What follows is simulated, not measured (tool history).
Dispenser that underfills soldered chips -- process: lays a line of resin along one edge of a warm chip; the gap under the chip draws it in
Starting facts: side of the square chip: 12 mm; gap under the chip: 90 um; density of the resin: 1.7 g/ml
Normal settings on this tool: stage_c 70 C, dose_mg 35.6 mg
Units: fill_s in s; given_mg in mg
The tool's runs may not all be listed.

run   hour  stage_c  dose_mg  fill_s  given_mg
  1      0       70     35.6    32.8     35.62
       4.8  -- new syringe of resin
      11.9  -- new syringe of resin
  2   12.7       70     35.6    30.8     35.24
      19.2  -- new syringe of resin
  3   21.9       70     34.4    32.8      33.7
      26.9  -- new syringe of resin
  4   31.2       70     34.4    34.9     33.78
      34.2  -- new syringe of resin
      41.3  -- new syringe of resin
  5   43.6       74     35.6    27.4     34.68
      48.5  -- new syringe of resin
  6     54       74     35.6    31.7      34.2
      55.9  -- new syringe of resin
      63.5  -- new syringe of resin
  7   64.1       82     35.6    19.6     33.83
      71.1  -- new syringe of resin
  8   76.6       82     35.6    23.9      33.5
      78.8  -- new syringe of resin
        86  -- new syringe of resin
  9   88.4       73     35.6    29.2      33.3
      93.8  -- new syringe of resin
 10   95.5       73     35.6    28.7     32.79
     101.3  -- new syringe of resin
 11  102.6       70     35.6    31.6     32.91
     108.8  -- new syringe of resin
 12  112.9       70     35.6    35.1     32.55
     115.9  -- new syringe of resin
       124  -- new syringe of resin
 13  124.7       70     35.6    30.8     32.43
     131.3  -- new syringe of resin
 14  134.9       70     35.6      34     32.01
     139.1  -- new syringe of resin
 15  145.2       71     40.2    35.8     35.89
       147  -- new syringe of resin
 16  150.9       68     40.2    37.1     35.69
     154.3  -- new syringe of resin
 17  156.9       68     40.2    35.8     35.59
     162.2  -- new syringe of resin
 18  164.5       83     39.9    20.6     35.24
     169.7  -- new syringe of resin
     177.1  -- dispensing valve cleaned and set on the balance
 19  177.2       78     33.4    28.9     33.33
     178.1  -- new syringe of resin
     185.5  -- new syringe of resin
 20    186       68     35.6      33     35.38
     193.3  -- new syringe of resin
 21  194.3       70       37    31.5     36.64
     201.3  -- new syringe of resin
 22  203.1       70       37    32.3     36.42
     209.5  -- new syringe of resin
 23    211       78     37.3    24.1     36.24
     217.5  -- new syringe of resin
 24  219.8       60     30.9      50     29.83
     224.8  -- new syringe of resin
 25  227.5       56     35.6    58.7     34.27
     232.1  -- new syringe of resin
     239.3  -- new syringe of resin
 26    240       70     44.8    31.1     42.76
     246.8  -- new syringe of resin
 27  252.6       71     36.9    34.9     34.82
     254.5  -- new syringe of resin
 28  260.6       69     40.8    39.4     38.05

5 options for the next run, each taken on its own from the tool as it stands now. Forecast them:
       262  -- new syringe of resin
  A  268.6       58     40.8       ?         ?
       262  -- new syringe of resin
  B  268.6       69       33       ?         ?
       262  -- new syringe of resin
  C  268.6       69     45.9       ?         ?
       262  -- new syringe of resin
  D  268.6       76     33.1       ?         ?
       262  -- new syringe of resin
  E  268.6       58     40.8       ?         ?

run  fill_s  given_mg
  A    60.9     38.13
  B    40.7     30.98
  C    39.1     43.08
  D    31.8     30.88
  E    59.8     38.33
Take away the tool's hidden state, keep each run's random variation, and the runs would have read:
run  fill_s  given_mg
  A    47.6     40.78
  B    31.6     33.13
  C    30.6     46.07
  D    24.7     33.03
  E    46.7     40.99
